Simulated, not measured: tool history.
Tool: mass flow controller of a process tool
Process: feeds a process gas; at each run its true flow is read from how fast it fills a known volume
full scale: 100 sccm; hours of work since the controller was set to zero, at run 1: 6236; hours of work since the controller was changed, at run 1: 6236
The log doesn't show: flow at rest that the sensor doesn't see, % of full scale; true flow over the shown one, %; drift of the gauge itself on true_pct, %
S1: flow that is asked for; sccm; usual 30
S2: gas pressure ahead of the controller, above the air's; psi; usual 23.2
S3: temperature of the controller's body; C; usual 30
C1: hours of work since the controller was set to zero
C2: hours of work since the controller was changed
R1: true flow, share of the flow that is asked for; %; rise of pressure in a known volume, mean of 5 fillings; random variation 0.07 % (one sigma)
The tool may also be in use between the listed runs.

Run 1, day 0.000: usual settings; C1 6236; C2 6236. Result: R1 96.41 %.
Run 2, day 3.596: usual settings; C1 6267; C2 6267. Result: R1 96.35 %.
Run 3, day 8.771: usual settings; C1 6312; C2 6312. Result: R1 96.27 %.
Run 4, day 15.725: usual settings; C1 6372; C2 6372. Result: R1 96.33 %.
Run 5, day 22.108: usual settings; C1 6427; C2 6427. Result: R1 96.28 %.
Run 6, day 25.083: usual settings; C1 6453; C2 6453. Result: R1 96.11 %.
Run 7, day 29.371: usual settings but S1 54 sccm; C1 6490; C2 6490. Result: R1 95.81 %.
Run 8, day 34.721: usual settings but S1 54 sccm, S3 40 C; C1 6536; C2 6536. Result: R1 95.42 %.
Run 9, day 39.233: usual settings but S1 54 sccm, S3 40 C; C1 6575; C2 6575. Result: R1 95.38 %.
Run 10, day 45.862: usual settings; C1 6633; C2 6633. Result: R1 96.35 %.
Run 11, day 50.538: usual settings but S1 77 sccm; C1 6673; C2 6673. Result: R1 95.80 %.
Run 12, day 54.888: usual settings but S2 37.1 psi; C1 6711; C2 6711. Result: R1 96.65 %.
At day 60.929: controller exchanged for a calibrated one.
Run 13, day 61.117: usual settings but S2 37.1 psi; C1 2; C2 2. Result: R1 98.35 %.
Run 14, day 66.612: usual settings but S2 37.1 psi; C1 49; C2 49. Result: R1 98.29 %.
Run 15, day 70.358: usual settings but S2 37.1 psi; C1 82; C2 82. Result: R1 98.42 %.
Run 16, day 75.254: usual settings; C1 124; C2 124. Result: R1 97.91 %.
Run 17, day 82.121: usual settings; C1 183; C2 183. Result: R1 97.88 %.
At day 82.792: controller's zero set anew.
Run 18, day 88.729: usual settings but S1 19 sccm, S2 22.6 psi; C1 51; C2 240. Result: R1 97.82 %.
Run 19, day 95.229: usual settings but S1 19 sccm, S2 23.6 psi, S3 25 C; C1 107; C2 296. Result: R1 97.86 %.
Run 20, day 99.988: usual settings but S1 23 sccm; C1 149; C2 337. Result: R1 97.72 %.
Run 21, day 105.708: usual settings but S1 31 sccm, S3 33 C; C1 198; C2 387. Result: R1 97.90 %.
Run 22, day 110.442: usual settings but S1 27 sccm, S2 27.6 psi, S3 28 C; C1 239; C2 428. Result: R1 98.09 %.
At day 116.071: controller's zero set anew, once more.
Run 23, day 116.108: usual settings but S1 34 sccm, S2 31.8 psi, S3 21 C; C1 0; C2 477. Result: R1 98.28 %.
Run 24, day 123.238: usual settings but S1 92 sccm, S2 35.2 psi; C1 62; C2 538. Result: R1 99.37 %.
Run 25, day 130.104: usual settings but S3 28 C; C1 121; C2 597. Result: R1 97.79 %.
Run 26, day 136.875: usual settings but S3 28 C; C1 180; C2 656. Result: R1 97.83 %.
Run 27, day 141.004: usual settings but S3 28 C; C1 215; C2 692. Result: R1 97.80 %.

Forecast run 28:
Run 28, day 145.971: usual settings but S2 31.5 psi, S3 25 C; C1 258; C2 735. Result: R1 ?.

{"run 28": {"R1": 98.02}}
Without the tool's hidden state the same run would have given R1 98.38 %.
